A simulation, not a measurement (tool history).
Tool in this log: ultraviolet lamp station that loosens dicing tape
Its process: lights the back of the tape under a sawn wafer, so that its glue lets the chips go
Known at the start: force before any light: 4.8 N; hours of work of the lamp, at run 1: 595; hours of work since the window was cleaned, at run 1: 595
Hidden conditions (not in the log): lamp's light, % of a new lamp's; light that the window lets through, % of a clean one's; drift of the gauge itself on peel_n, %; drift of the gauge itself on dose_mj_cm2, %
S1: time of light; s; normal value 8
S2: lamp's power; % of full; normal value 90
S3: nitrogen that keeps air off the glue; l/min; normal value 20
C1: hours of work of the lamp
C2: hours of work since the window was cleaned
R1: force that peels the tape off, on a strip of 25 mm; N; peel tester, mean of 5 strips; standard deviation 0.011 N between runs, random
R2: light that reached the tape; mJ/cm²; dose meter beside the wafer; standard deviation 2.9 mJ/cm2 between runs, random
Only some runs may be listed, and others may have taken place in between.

run,hour,S1,S2,S3,C1,C2,R1,R2
1,0.0,8,90,20,595,595,1.085,236
2,38.0,7,90,20,616,616,1.326,206
# hour 58.8: window cleaned of glue's vapour
# hour 63.4: lamp changed
3,66.8,8,62,20,2,4,0.890,280
4,104.6,8,62,20,23,25,0.933,274
5,128.7,8,62,20,36,38,0.933,273
6,172.7,8,90,39,60,62,0.398,385
7,221.3,8,90,24,86,88,0.530,383
8,246.3,8,90,20,100,102,0.573,377
9,289.5,12,90,20,124,126,0.318,564
10,340.6,8,90,20,152,154,0.582,364
11,378.4,8,90,20,172,174,0.616,360
12,420.0,8,68,20,195,197,0.941,271
13,470.9,8,68,20,223,225,0.998,264
14,498.3,8,68,20,238,240,1.021,259
15,554.1,8,68,20,269,270,1.071,253
16,606.0,8,90,33,297,299,0.554,330
17,643.6,7,79,33,318,319,0.852,249
18,694.5,7,79,33,345,347,0.920,242
19,745.8,12,90,7,373,375,0.703,466
20,784.3,8,71,28,394,396,0.996,240
21,813.8,11,90,9,411,413,0.785,409
22,859.4,9,90,32,436,438,0.558,330
23,900.0,9,90,26,458,460,0.648,323

What does the tool deliver on the next run?
24,948.7,9,90,26,484,486,?,?

Run 24 yielded R1 0.643 N, R2 314 mJ/cm².
With no hidden state in the tool, this same run would have given R1 0.356 N, R2 459 mJ/cm².
